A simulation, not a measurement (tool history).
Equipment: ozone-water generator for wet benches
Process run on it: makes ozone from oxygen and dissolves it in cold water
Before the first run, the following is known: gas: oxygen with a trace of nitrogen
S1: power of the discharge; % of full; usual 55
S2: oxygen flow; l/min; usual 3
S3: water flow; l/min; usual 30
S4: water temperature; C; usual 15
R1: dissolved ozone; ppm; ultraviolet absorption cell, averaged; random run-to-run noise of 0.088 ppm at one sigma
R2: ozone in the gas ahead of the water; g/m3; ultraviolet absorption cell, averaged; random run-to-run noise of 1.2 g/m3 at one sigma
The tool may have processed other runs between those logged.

run 1 hour=0 | S1=55 S2=3 S3=30 S4=15 | R1=8.94 R2=210.4
run 2 hour=86.8 | S1=55 S2=3 S3=30 S4=15 | R1=8.92 R2=210.9
run 3 hour=160.5 | S1=55 S2=3 S3=20 S4=15 | R1=12.9 R2=208.3
run 4 hour=284.5 | S1=55 S2=3 S3=20 S4=15 | R1=12.82 R2=209.4
run 5 hour=373 | S1=55 S2=3 S3=20 S4=15 | R1=12.79 R2=207.7
run 6 hour=488.9 | S1=55 S2=3 S3=30 S4=15 | R1=8.71 R2=206.7
run 7 hour=584.2 | S1=55 S2=3 S3=30 S4=15 | R1=8.79 R2=207.7
run 8 hour=717.1 | S1=55 S2=3 S3=30 S4=15 | R1=8.8 R2=209
run 9 hour=806.4 | S1=55 S2=3 S3=30 S4=15 | R1=8.78 R2=207.1
run 10 hour=930.1 | S1=55 S2=3 S3=30 S4=15 | R1=8.64 R2=208.1
run 11 hour=1025.7 | S1=55 S2=3 S3=30 S4=15 | R1=8.62 R2=204.5
run 12 hour=1143.9 | S1=55 S2=3 S3=30 S4=15 | R1=8.56 R2=206.2
run 13 hour=1215.6 | S1=55 S2=3 S3=30 S4=15 | R1=8.61 R2=206.1
run 14 hour=1336.2 | S1=55 S2=3 S3=30 S4=15 | R1=8.59 R2=205.4
run 15 hour=1462.1 | S1=55 S2=3 S3=30 S4=15 | R1=8.45 R2=205.7
run 16 hour=1605.6 | S1=55 S2=3 S3=30 S4=15 | R1=8.74 R2=206
run 17 hour=1742.9 | S1=61 S2=3 S3=28 S4=15 | R1=10.03 R2=222.9
run 18 hour=1851.4 | S1=61 S2=3.21 S3=33 S4=15 | R1=8.41 R2=216.2
run 19 hour=1973.4 | S1=64 S2=3 S3=30 S4=15 | R1=9.68 R2=231.2
run 20 hour=2041.4 | S1=55 S2=4.21 S3=30 S4=15 | R1=9.71 R2=180.3
run 21 hour=2137.5 | S1=87 S2=2.91 S3=31 S4=21 | R1=11.16 R2=294.1
run 22 hour=2245.6 | S1=87 S2=2.91 S3=31 S4=21 | R1=11.07 R2=295.2
run 23 hour=2339.4 | S1=60 S2=3.1 S3=31 S4=21 | R1=8.55 R2=214.3
run 24 hour=2403.3 | S1=60 S2=3.1 S3=31 S4=21 | R1=8.47 R2=213.9
run 25 hour=2536.8 | S1=95 S2=1.89 S3=42 S4=16 | R1=7.35 R2=367.3
run 26 hour=2604.1 | S1=95 S2=1.89 S3=42 S4=11 | R1=7.53 R2=369.3
run 27 hour=2689 | S1=95 S2=1.89 S3=42 S4=11 | R1=7.62 R2=368.2
-- hour=2719.9 water thermometer calibrated
run 28 hour=2764.5 | S1=48 S2=2.77 S3=42 S4=17 | R1=5.09 R2=186.1
run 29 hour=2860.5 | S1=48 S2=2.77 S3=42 S4=17 | R1=5.1 R2=187.3
run 30 hour=2989.6 | S1=48 S2=2.77 S3=30 S4=18 | R1=7.19 R2=185.9
run 31 hour=3067.1 | S1=48 S2=2.77 S3=30 S4=18 | R1=7.19 R2=186.1
-- hour=3141.9 contactor cleaned
run 32 hour=3210.5 | S1=55 S2=3 S3=30 S4=15 | R1=8.56 R2=202

Measured less the same run without the tool's hidden state. The same run-to-run variation is in both; the gauge's scatter may not be:
The tool's hidden condition here consists of: yield of the discharge, % of new electrodes'; contactor's efficiency, % of a clean one's; true water temperature over the reading, C; drift of the gauge itself on ozone_ppm, %; drift of the gauge itself on gas_g_m3, %.
run=1 R1=-0.74 R2=-13.9
run=2 R1=-0.74 R2=-14.2
run=3 R1=-1.11 R2=-14.3
run=4 R1=-1.14 R2=-14.7
run=5 R1=-1.16 R2=-14.8
run=6 R1=-0.81 R2=-15.1
run=7 R1=-0.84 R2=-15.4
run=8 R1=-0.86 R2=-15.9
run=9 R1=-0.87 R2=-16.1
run=10 R1=-0.89 R2=-16.5
run=11 R1=-0.91 R2=-16.5
run=12 R1=-0.94 R2=-16.9
run=13 R1=-0.94 R2=-17.1
run=14 R1=-0.96 R2=-17.5
run=15 R1=-0.97 R2=-17.8
run=16 R1=-1 R2=-18.2
run=17 R1=-1.29 R2=-22.5
run=18 R1=-1.14 R2=-22.1
run=19 R1=-1.35 R2=-25.2
run=20 R1=-1.23 R2=-17
run=21 R1=-1.99 R2=-42.5
run=22 R1=-2.02 R2=-43.3
run=23 R1=-1.22 R2=-23.1
run=24 R1=-1.23 R2=-23.4
run=25 R1=-1.48 R2=-59.9
run=26 R1=-1.51 R2=-60.9
run=27 R1=-1.54 R2=-61.6
run=28 R1=-0.64 R2=-16.7
run=29 R1=-0.65 R2=-17
run=30 R1=-0.91 R2=-17.2
run=31 R1=-0.93 R2=-17.3
run=32 R1=-0.98 R2=-22.3

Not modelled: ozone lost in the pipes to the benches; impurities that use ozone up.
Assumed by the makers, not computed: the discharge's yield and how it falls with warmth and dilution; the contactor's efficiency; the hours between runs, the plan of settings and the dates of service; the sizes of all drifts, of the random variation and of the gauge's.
